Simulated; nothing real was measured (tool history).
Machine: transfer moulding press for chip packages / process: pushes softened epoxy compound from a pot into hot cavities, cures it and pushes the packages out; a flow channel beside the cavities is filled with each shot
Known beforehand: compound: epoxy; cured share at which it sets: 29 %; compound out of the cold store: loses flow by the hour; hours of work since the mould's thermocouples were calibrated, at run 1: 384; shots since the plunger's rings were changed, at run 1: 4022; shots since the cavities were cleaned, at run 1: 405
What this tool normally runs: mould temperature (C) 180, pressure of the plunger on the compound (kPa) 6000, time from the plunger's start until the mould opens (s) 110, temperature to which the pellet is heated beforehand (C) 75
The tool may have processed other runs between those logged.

run	day	mould temperature (C)	pressure of the plunger on the compound (kPa)	time from the plunger's start until the mould opens (s)	temperature to which the pellet is heated beforehand (C)	hours of work since the mould's thermocouples were calibrated	shots since the plunger's rings were changed	shots since the cavities were cleaned	incoming compound's hours out of the cold store	length that the compound runs in the flow channel (mm)	greatest force on the pins that push the packages out (N)
1	0	180	6000	110	75	384	4022	405	10.9	1004	292
# day 0.354: cavities cleaned with cleaning compound and waxed
# day 1.288: plunger's sealing rings changed
2	1.696	180	6000	110	75	412	125	378	21.1	974	275
# day 2: cavities cleaned with cleaning compound and waxed
# day 3.462: cavities cleaned with cleaning compound and waxed
3	4.008	180	6000	110	75	453	791	165	22.6	963	238
# day 4.967: cavities cleaned with cleaning compound and waxed
# day 6.454: cavities cleaned with cleaning compound and waxed
# day 6.875: mould's thermocouples calibrated
4	7.054	180	6000	110	75	3	1657	158	16.9	988	228
# day 8.083: cavities cleaned with cleaning compound and waxed
# day 9.504: cavities cleaned with cleaning compound and waxed
5	9.792	180	6000	110	75	52	2453	88	14.4	994	232
# day 11: cavities cleaned with cleaning compound and waxed
6	11.6	180	6000	110	83	84	2986	183	45.7	830	221
# day 12.529: cavities cleaned with cleaning compound and waxed
# day 14.138: cavities cleaned with cleaning compound and waxed
7	14.3	180	6000	110	83	132	3771	49	18.8	957	218
# day 15.788: cavities cleaned with cleaning compound and waxed
# day 16.412: plunger's sealing rings changed
8	16.458	180	6000	110	83	169	14	173	41.6	860	222
# day 17.333: cavities cleaned with cleaning compound and waxed
# day 18.929: cavities cleaned with cleaning compound and waxed
9	19.421	180	6000	110	83	222	879	149	44.7	845	220
# day 20.479: cavities cleaned with cleaning compound and waxed
10	21.125	180	6000	110	83	253	1379	196	14.6	1001	231
# day 22.017: cavities cleaned with cleaning compound and waxed
# day 23.438: cavities cleaned with cleaning compound and waxed
11	24.121	180	6000	110	75	306	2254	207	9.4	1025	254
# day 24.988: cavities cleaned with cleaning compound and waxed
# day 25.708: mould's thermocouples calibrated, once more
12	25.858	180	4760	110	75	3	2740	240	30.7	802	240
# day 26.504: cavities cleaned with cleaning compound and waxed
# day 28.096: cavities cleaned with cleaning compound and waxed
13	28.542	180	4760	110	68	50	3520	136	26.4	818	240
# day 29.688: cavities cleaned with cleaning compound and waxed
14	30.75	180	4760	110	68	90	4175	324	47.7	713	262
# day 31.262: cavities cleaned with cleaning compound and waxed
# day 31.525: plunger's sealing rings changed
# day 32.996: cavities cleaned with cleaning compound and waxed
15	33.833	177	6000	110	75	143	684	255	48	845	288
# day 34.488: cavities cleaned with cleaning compound and waxed
# day 35.946: cavities cleaned with cleaning compound and waxed
16	37.288	174	6000	90	75	205	1699	409	40.8	885	604
# day 37.508: cavities cleaned with cleaning compound and waxed
# day 39.088: cavities cleaned with cleaning compound and waxed
# day 40.604: cavities cleaned with cleaning compound and waxed
17	40.604	177	6320	101	75	263	2654	0	32.3	926	289
# day 42.029: cavities cleaned with cleaning compound and waxed
# day 43.567: cavities cleaned with cleaning compound and waxed
18	43.9	181	6320	112	75	322	3621	103	38.5	875	211
# day 45.042: cavities cleaned with cleaning compound and waxed
19	45.538	180	6000	110	71	352	4100	151	36.8	858	227
# day 46.554: plunger's sealing rings changed
# day 46.617: cavities cleaned with cleaning compound and waxed
# day 48.121: cavities cleaned with cleaning compound and waxed
20	48.462	172	5190	110	75	402	543	104	18	961	407
# day 49.608: cavities cleaned with cleaning compound and waxed
# day 51.25: cavities cleaned with cleaning compound and waxed
21	51.704	186	6000	110	74	460	1494	139	36.1	860	193
# day 52.783: cavities cleaned with cleaning compound and waxed
22	53.938	186	6000	110	74	500	2156	353	45.8	810	213
# day 54.221: mould's thermocouples calibrated
# day 54.283: cavities cleaned with cleaning compound and waxed
# day 55.788: cavities cleaned with cleaning compound and waxed
23	56.062	180	5580	110	66	32	2739	83	44.3	805	218
# day 57.329: cavities cleaned with cleaning compound and waxed
# day 58.758: cavities cleaned with cleaning compound and waxed
24	59.138	182	6000	110	66	87	3639	115	11.5	992	218
# day 60.221: cavities cleaned with cleaning compound and waxed
25	60.854	182	6000	110	66	117	4143	193	13.6	977	219

Difference, measured minus no-hidden-state, one row per run. Run-to-run variation is common to both terms; the gauge's own scatter need not be:
Hidden state present: true mould temperature over the reading, C; pressure that reaches the compound, % of what is set; grip of the stained cavities, % over clean ones'; drift of the gauge itself on flow_mm, %; drift of the gauge itself on push_out_n, %.
run	length that the compound runs in the flow channel (mm)	greatest force on the pins that push the packages out (N)
1	-41	+73
2	-3	+64
3	-10	+29
4	-18	+25
5	-27	+14
6	-26	+29
7	-38	+3
8	-6	+27
9	-13	+25
10	-21	+28
11	-31	+33
12	-24	+47
13	-31	+27
14	-32	+62
15	-7	+54
16	-17	+157
17	-26	+2
18	-32	+23
19	-36	+31
20	-8	+33
21	-15	+23
22	-19	+48
23	-24	+18
24	-38	+21
25	-42	+30

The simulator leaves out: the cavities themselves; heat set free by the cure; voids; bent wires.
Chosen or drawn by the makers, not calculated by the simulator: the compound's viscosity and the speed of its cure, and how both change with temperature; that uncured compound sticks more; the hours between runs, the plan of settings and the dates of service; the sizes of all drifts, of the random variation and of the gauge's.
